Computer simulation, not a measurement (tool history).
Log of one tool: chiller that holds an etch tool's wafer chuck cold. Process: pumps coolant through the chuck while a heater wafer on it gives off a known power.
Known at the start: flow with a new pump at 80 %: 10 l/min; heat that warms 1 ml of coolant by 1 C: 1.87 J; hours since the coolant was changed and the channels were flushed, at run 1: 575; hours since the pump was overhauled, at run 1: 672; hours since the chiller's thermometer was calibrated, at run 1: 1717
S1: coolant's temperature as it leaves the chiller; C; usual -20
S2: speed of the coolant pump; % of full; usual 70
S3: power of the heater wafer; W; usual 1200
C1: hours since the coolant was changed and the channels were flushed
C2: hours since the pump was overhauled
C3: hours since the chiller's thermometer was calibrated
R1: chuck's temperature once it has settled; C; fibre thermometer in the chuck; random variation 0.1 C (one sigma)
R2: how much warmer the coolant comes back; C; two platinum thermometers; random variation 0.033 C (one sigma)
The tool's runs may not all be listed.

| run | day | S1 | S2 | S3 | C1 | C2 | C3 | R1 | R2 |
|---|---|---|---|---|---|---|---|---|---|
| 1 | 0 | -20 | 70 | 1200 | 575 | 672 | 1717 | -5.4 | 4.55 |
| 2 | 2.462 | -20 | 70 | 1200 | 634 | 731 | 1776 | -5.4 | 4.53 |
| 3 | 4.208 | -20 | 70 | 1200 | 676 | 773 | 1818 | -5.5 | 4.57 |
| 4 | 6.133 | -20 | 70 | 1200 | 722 | 819 | 1864 | -5.7 | 4.61 |
| 5 | 8.05 | -20 | 70 | 1200 | 768 | 865 | 1910 | -5.5 | 4.56 |
| 6 | 9.892 | -20 | 70 | 1200 | 812 | 909 | 1954 | -5.6 | 4.62 |
| 7 | 11.221 | -20 | 70 | 1200 | 844 | 941 | 1986 | -5.4 | 4.56 |
| 8 | 12.338 | -20 | 70 | 1200 | 871 | 968 | 2013 | -5.5 | 4.58 |
| 9 | 13.962 | -20 | 70 | 1200 | 910 | 1007 | 2052 | -5.6 | 4.65 |
| 10 | 16.562 | -20 | 70 | 1200 | 972 | 1070 | 2114 | -5.5 | 4.58 |
| 11 | 19.229 | -20 | 70 | 1357 | 1036 | 1134 | 2178 | -3.4 | 5.16 |
| 12 | 20.704 | -20 | 70 | 1357 | 1072 | 1169 | 2214 | -3.5 | 5.25 |
| 13 | 21.896 | -20 | 70 | 1357 | 1100 | 1198 | 2242 | -3.5 | 5.25 |
| 14 | 23.229 | -20 | 70 | 1357 | 1132 | 1230 | 2274 | -3.7 | 5.22 |
| 15 | 24.638 | -20 | 70 | 1200 | 1166 | 1263 | 2308 | -5.4 | 4.62 |
| 16 | 27.108 | -20 | 70 | 1200 | 1226 | 1323 | 2368 | -5.2 | 4.63 |
| 17 | 28.983 | -22 | 66 | 1788 | 1271 | 1368 | 2413 | 0.5 | 7.39 |
| 18 | 31.262 | -22 | 66 | 875 | 1325 | 1422 | 2467 | -11.1 | 3.62 |
| 19 | 33.846 | -20 | 66 | 816 | 1387 | 1484 | 2529 | -9.7 | 3.4 |
| 20 | 35.171 | -17 | 83 | 1200 | 1419 | 1516 | 2561 | -3.8 | 3.84 |
| 21 | 37.379 | -17 | 83 | 1200 | 1472 | 1569 | 2614 | -3.7 | 3.86 |
| 22 | 38.583 | -24 | 68 | 775 | 1501 | 1598 | 2643 | -14.4 | 3.05 |
| 23 | 41.071 | -24 | 68 | 775 | 1561 | 1658 | 2703 | -14.4 | 3.05 |
| 24 | 43.046 | -24 | 68 | 775 | 1608 | 1705 | 2750 | -14.3 | 3.14 |
| 25 | 45.104 | -20 | 82 | 1200 | 1658 | 1755 | 2799 | -6.5 | 3.95 |

The next listed run, before its measurement:
| 26 | 46.567 | -18 | 82 | 1603 | 1693 | 1790 | 2835 | ? | ? |

{"run 26": {"R1": 0.1, "R2": 5.2}}
Without the tool's hidden state the same run would have given R1 -0.8 C, R2 4.99 C.
